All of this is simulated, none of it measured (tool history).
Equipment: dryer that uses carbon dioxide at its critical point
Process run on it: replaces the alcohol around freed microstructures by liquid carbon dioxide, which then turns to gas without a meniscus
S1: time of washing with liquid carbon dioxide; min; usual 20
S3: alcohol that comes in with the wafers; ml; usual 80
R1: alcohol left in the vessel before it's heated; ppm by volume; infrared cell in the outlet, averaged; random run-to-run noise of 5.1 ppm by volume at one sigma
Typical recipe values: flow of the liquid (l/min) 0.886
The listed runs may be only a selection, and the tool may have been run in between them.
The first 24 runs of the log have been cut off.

Run 25, day 19.233: usual settings but S3 110 ml. Result: R1 110 ppm by volume.
Run 26, day 20.250: usual settings but S3 110 ml. Result: R1 115 ppm by volume.
Run 27, day 20.883: usual settings but flow of the liquid (l/min) 1.497, S3 77 ml. Result: R1 24 ppm by volume.
Run 28, day 21.354: usual settings but S1 27 min, flow of the liquid (l/min) 0.557, S3 44 ml. Result: R1 131 ppm by volume.
Run 29, day 22.346: usual settings but S1 27 min, flow of the liquid (l/min) 0.557, S3 44 ml. Result: R1 142 ppm by volume.
Run 30, day 23.483: usual settings but S1 27 min, flow of the liquid (l/min) 0.546, S3 28 ml. Result: R1 115 ppm by volume.
Run 31, day 24.196: usual settings but flow of the liquid (l/min) 0.861, S3 45 ml. Result: R1 72 ppm by volume.
Run 32, day 25.033: usual settings but flow of the liquid (l/min) 0.861, S3 45 ml. Result: R1 85 ppm by volume.
Run 33, day 25.988: usual settings but flow of the liquid (l/min) 0.861, S3 45 ml. Result: R1 86 ppm by volume.
Run 34, day 26.871: usual settings but flow of the liquid (l/min) 0.798, S3 95 ml. Result: R1 211 ppm by volume.
Run 35, day 27.725: usual settings but S1 17 min, flow of the liquid (l/min) 0.837, S3 58 ml. Result: R1 230 ppm by volume.
Run 36, day 28.579: usual settings but S1 18 min, flow of the liquid (l/min) 0.866, S3 52 ml. Result: R1 156 ppm by volume.
Run 37, day 29.621: usual settings but S1 14 min, flow of the liquid (l/min) 1.290, S3 114 ml. Result: R1 130 ppm by volume.
Run 38, day 30.579: usual settings but S1 15 min, S3 40 ml. Result: R1 246 ppm by volume.
Run 39, day 31.238: usual settings but S1 16 min, flow of the liquid (l/min) 1.270, S3 42 ml. Result: R1 61 ppm by volume.
Run 40, day 32.383: usual settings but S1 16 min, flow of the liquid (l/min) 1.270, S3 42 ml. Result: R1 62 ppm by volume.
Run 41, day 32.938: usual settings but S1 19 min, flow of the liquid (l/min) 0.796, S3 22 ml. Result: R1 116 ppm by volume.
Run 42, day 33.558: usual settings but S1 18 min, flow of the liquid (l/min) 0.542, S3 59 ml. Result: R1 1128 ppm by volume.
Run 43, day 34.479: usual settings but S1 23 min, S3 61 ml. Result: R1 84 ppm by volume.
Run 44, day 35.429: usual settings but flow of the liquid (l/min) 0.601, S3 118 ml. Result: R1 1063 ppm by volume.
Run 45, day 35.962: usual settings but S1 16 min, flow of the liquid (l/min) 1.149. Result: R1 122 ppm by volume.
Run 46, day 36.762: usual settings but S1 16 min, flow of the liquid (l/min) 1.034, S3 37 ml. Result: R1 128 ppm by volume.

Below are 3 alternative next runs, each starting from the tool's condition after run 46. Predict each:
At day 36.900: inlet filter changed.
Run A, day 37.800: usual settings but S3 41 ml. Result: R1 ?.
At day 36.900: inlet filter changed.
Run B, day 37.800: usual settings but flow of the liquid (l/min) 1.116. Result: R1 ?.
At day 36.900: inlet filter changed.
Run C, day 37.800: usual settings but S1 12 min, flow of the liquid (l/min) 1.034, S3 35 ml. Result: R1 ?.

run   R1
  A   86
  B   69
  C  218
Stripped of hidden state, with their random variation kept, the same runs would have yielded:
run   R1
  A   23
  B    8
  C  154
